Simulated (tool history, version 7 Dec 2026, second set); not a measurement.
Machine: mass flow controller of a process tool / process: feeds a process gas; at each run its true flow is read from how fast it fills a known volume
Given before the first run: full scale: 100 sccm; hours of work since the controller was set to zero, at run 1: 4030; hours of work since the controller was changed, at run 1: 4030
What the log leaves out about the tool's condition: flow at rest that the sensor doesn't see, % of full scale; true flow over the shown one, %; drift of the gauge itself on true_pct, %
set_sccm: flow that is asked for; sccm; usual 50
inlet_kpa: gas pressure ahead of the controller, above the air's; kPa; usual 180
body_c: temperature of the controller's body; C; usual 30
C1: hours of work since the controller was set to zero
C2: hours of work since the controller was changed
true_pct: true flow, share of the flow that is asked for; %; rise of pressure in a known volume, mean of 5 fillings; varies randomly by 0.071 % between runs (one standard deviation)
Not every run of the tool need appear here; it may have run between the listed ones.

Run 1, hour 0.0: usual settings; C1 4030; C2 4030. Result: true_pct 102.49 %.
Run 2, hour 377.7: usual settings; C1 4208; C2 4208. Result: true_pct 102.68 %.
Run 3, hour 699.9: usual settings; C1 4361; C2 4361. Result: true_pct 102.79 %.
Run 4, hour 1201.1: usual settings; C1 4598; C2 4598. Result: true_pct 102.90 %.
Run 5, hour 1516.5: usual settings but body_c 25 C; C1 4747; C2 4747. Result: true_pct 102.54 %.
Run 6, hour 1980.6: usual settings but body_c 25 C; C1 4966; C2 4966. Result: true_pct 102.66 %.
Run 7, hour 2417.0: usual settings but body_c 25 C; C1 5173; C2 5173. Result: true_pct 102.83 %.
Run 8, hour 2705.1: usual settings but body_c 25 C; C1 5309; C2 5309. Result: true_pct 102.90 %.
Run 9, hour 2913.1: usual settings but body_c 25 C; C1 5407; C2 5407. Result: true_pct 102.90 %.
At hour 3193.6: controller's zero set anew.
Run 10, hour 3194.0: usual settings but body_c 25 C; C1 0; C2 5540. Result: true_pct 100.67 %.
Run 11, hour 3583.4: usual settings but body_c 25 C; C1 184; C2 5724. Result: true_pct 100.88 %.
Run 12, hour 3975.9: usual settings but body_c 25 C; C1 370; C2 5910. Result: true_pct 100.93 %.
Run 13, hour 4471.4: usual settings but body_c 23 C; C1 604; C2 6144. Result: true_pct 100.80 %.
Run 14, hour 4855.9: usual settings but set_sccm 32 sccm; C1 786; C2 6326. Result: true_pct 101.68 %.

Expected results for the next run?
Run 15, hour 5239.6: usual settings but set_sccm 32 sccm; C1 968; C2 6508. Result: true_pct ?.

true_pct: 101.86 %
If the tool had no hidden condition, the same run with the same run-to-run variation would have returned true_pct 100.22 %.
